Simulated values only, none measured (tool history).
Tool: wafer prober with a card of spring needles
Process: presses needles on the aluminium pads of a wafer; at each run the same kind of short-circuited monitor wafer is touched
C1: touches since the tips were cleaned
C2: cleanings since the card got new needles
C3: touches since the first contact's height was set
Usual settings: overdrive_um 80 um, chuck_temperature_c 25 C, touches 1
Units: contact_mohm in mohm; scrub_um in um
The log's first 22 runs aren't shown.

-- day=7.133 tips cleaned on abrasive film
run 23 day=7.317 | overdrive_um=69 chuck_temperature_c=25 touches=1 | C1=2097 C2=32 C3=83863 | contact_mohm=240 scrub_um=15.22
run 24 day=7.738 | overdrive_um=69 chuck_temperature_c=25 touches=1 | C1=6939 C2=32 C3=88705 | contact_mohm=255 scrub_um=15.23
-- day=7.85 tips cleaned on abrasive film
run 25 day=8.05 | overdrive_um=69 chuck_temperature_c=25 touches=1 | C1=2330 C2=33 C3=92299 | contact_mohm=244 scrub_um=15.19
run 26 day=8.288 | overdrive_um=69 chuck_temperature_c=25 touches=1 | C1=5049 C2=33 C3=95018 | contact_mohm=248 scrub_um=15.2
run 27 day=8.529 | overdrive_um=82 chuck_temperature_c=25 touches=2 | C1=7825 C2=33 C3=97794 | contact_mohm=230 scrub_um=18.1
-- day=8.567 tips cleaned on abrasive film
run 28 day=8.879 | overdrive_um=83 chuck_temperature_c=47 touches=1 | C1=3564 C2=34 C3=101773 | contact_mohm=243 scrub_um=18.32
-- day=9.292 tips cleaned on abrasive film
-- day=9.304 height of the first contact set anew
run 29 day=9.329 | overdrive_um=63 chuck_temperature_c=49 touches=2 | C1=289 C2=35 C3=289 | contact_mohm=231 scrub_um=14.1
run 30 day=9.804 | overdrive_um=63 chuck_temperature_c=49 touches=2 | C1=5746 C2=35 C3=5746 | contact_mohm=245 scrub_um=14.12
-- day=10.004 tips cleaned on abrasive film
run 31 day=10.083 | overdrive_um=63 chuck_temperature_c=49 touches=2 | C1=954 C2=36 C3=8954 | contact_mohm=230 scrub_um=14.08
run 32 day=10.321 | overdrive_um=79 chuck_temperature_c=27 touches=2 | C1=3683 C2=36 C3=11683 | contact_mohm=229 scrub_um=17.67
-- day=10.7 tips cleaned on abrasive film
run 33 day=10.775 | overdrive_um=88 chuck_temperature_c=42 touches=1 | C1=829 C2=37 C3=16842 | contact_mohm=222 scrub_um=19.67
run 34 day=11.133 | overdrive_um=88 chuck_temperature_c=42 touches=1 | C1=4984 C2=37 C3=20997 | contact_mohm=241 scrub_um=19.67
run 35 day=11.383 | overdrive_um=88 chuck_temperature_c=42 touches=1 | C1=7852 C2=37 C3=23865 | contact_mohm=240 scrub_um=19.66

Forecast each of these 3 alternatives for the next run:
-- day=11.417 tips cleaned on abrasive film
run A day=11.712 | overdrive_um=80 chuck_temperature_c=25 touches=3 | C1=3430 C2=38 C3=27623 | contact_mohm=? scrub_um=?
-- day=11.417 tips cleaned on abrasive film
run B day=11.712 | overdrive_um=74 chuck_temperature_c=25 touches=3 | C1=3430 C2=38 C3=27623 | contact_mohm=? scrub_um=?
-- day=11.417 tips cleaned on abrasive film
run C day=11.712 | overdrive_um=73 chuck_temperature_c=85 touches=1 | C1=3430 C2=38 C3=27623 | contact_mohm=? scrub_um=?

run=A contact_mohm=221 scrub_um=17.84
run=B contact_mohm=222 scrub_um=16.52
run=C contact_mohm=261 scrub_um=16.29
Without the tool's hidden state the same runs would have given:
run=A contact_mohm=210 scrub_um=17.9
run=B contact_mohm=211 scrub_um=16.59
run=C contact_mohm=231 scrub_um=16.36
